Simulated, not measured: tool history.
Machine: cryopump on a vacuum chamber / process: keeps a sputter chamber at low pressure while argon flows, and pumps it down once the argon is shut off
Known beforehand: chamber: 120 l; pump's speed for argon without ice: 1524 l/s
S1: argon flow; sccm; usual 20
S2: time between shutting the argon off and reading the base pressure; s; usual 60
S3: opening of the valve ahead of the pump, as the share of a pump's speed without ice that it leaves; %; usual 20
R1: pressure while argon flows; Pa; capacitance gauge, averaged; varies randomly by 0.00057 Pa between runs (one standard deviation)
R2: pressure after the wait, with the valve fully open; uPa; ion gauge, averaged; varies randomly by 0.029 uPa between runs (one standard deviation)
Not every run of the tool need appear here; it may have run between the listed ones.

run,hour,S1,S2,S3,R1,R2
1,0.0,20,60,20,0.1142,3.45
2,16.1,20,79,20,0.1139,3.26
3,40.4,20,79,20,0.1131,3.15
4,67.8,20,60,51,0.0465,3.41
5,95.2,15,60,51,0.0346,3.51
6,122.8,20,60,45,0.0534,3.60
7,147.7,20,60,45,0.0533,3.63
8,166.9,35,60,35,0.1182,3.68
9,194.2,35,165,51,0.0837,2.97
10,208.2,15,100,38,0.0474,3.32

For run 11, what comes out?
# hour 231.3: pump warmed up, emptied and cooled again
11,231.9,15,100,38,?,?

{"run 11": {"R1": 0.0447, "R2": 2.97}}
Minus the tool's unlogged condition, the same run would have read R1 0.0443 Pa, R2 0.94 uPa.
